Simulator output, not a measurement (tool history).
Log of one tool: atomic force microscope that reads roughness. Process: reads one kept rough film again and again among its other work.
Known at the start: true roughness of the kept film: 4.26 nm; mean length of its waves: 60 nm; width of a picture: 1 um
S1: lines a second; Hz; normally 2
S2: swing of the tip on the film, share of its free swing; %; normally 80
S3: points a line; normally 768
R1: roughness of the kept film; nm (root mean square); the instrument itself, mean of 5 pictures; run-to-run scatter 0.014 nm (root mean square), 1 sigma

run 1 hour=0 | S1=2 S2=80 S3=768 | R1=3.723
run 2 hour=26.7 | S1=3.28 S2=80 S3=768 | R1=3.508
run 3 hour=64.8 | S1=3.28 S2=80 S3=768 | R1=3.503
run 4 hour=83.6 | S1=2 S2=80 S3=768 | R1=3.704
run 5 hour=102.4 | S1=2 S2=80 S3=768 | R1=3.687
run 6 hour=141.1 | S1=2 S2=80 S3=370 | R1=3.67
run 7 hour=177.1 | S1=2 S2=80 S3=370 | R1=3.671
run 8 hour=211.3 | S1=2 S2=80 S3=370 | R1=3.647
run 9 hour=236.6 | S1=0.64 S2=80 S3=768 | R1=3.883
run 10 hour=268.6 | S1=0.64 S2=80 S3=768 | R1=3.876
-- hour=286.8 new tip fitted
run 11 hour=307.4 | S1=1.12 S2=80 S3=768 | R1=3.883
run 12 hour=323.2 | S1=1.92 S2=64 S3=378 | R1=3.934
run 13 hour=349.1 | S1=1.9 S2=80 S3=768 | R1=3.699
run 14 hour=382.2 | S1=2.79 S2=82 S3=811 | R1=3.514
run 15 hour=402 | S1=3.88 S2=62 S3=743 | R1=3.753
run 16 hour=429.7 | S1=3.88 S2=62 S3=743 | R1=3.752
run 17 hour=468.2 | S1=3.88 S2=62 S3=743 | R1=3.746
run 18 hour=502.7 | S1=3.88 S2=62 S3=743 | R1=3.732

Below, each run's measurement less what the same run would have read without the hidden state. Both values contain the same run-to-run variation, but the gauge's scatter may not be the same in both:
The tool's hidden condition here consists of: radius of the tip, nm; height scale over the true one, %; drift of the gauge itself on roughness_nm, %.
run=1 R1=-0.045
run=2 R1=-0.052
run=3 R1=-0.067
run=4 R1=-0.077
run=5 R1=-0.085
run=6 R1=-0.1
run=7 R1=-0.114
run=8 R1=-0.127
run=9 R1=-0.147
run=10 R1=-0.158
run=11 R1=-0.074
run=12 R1=-0.081
run=13 R1=-0.087
run=14 R1=-0.095
run=15 R1=-0.11
run=16 R1=-0.121
run=17 R1=-0.137
run=18 R1=-0.149

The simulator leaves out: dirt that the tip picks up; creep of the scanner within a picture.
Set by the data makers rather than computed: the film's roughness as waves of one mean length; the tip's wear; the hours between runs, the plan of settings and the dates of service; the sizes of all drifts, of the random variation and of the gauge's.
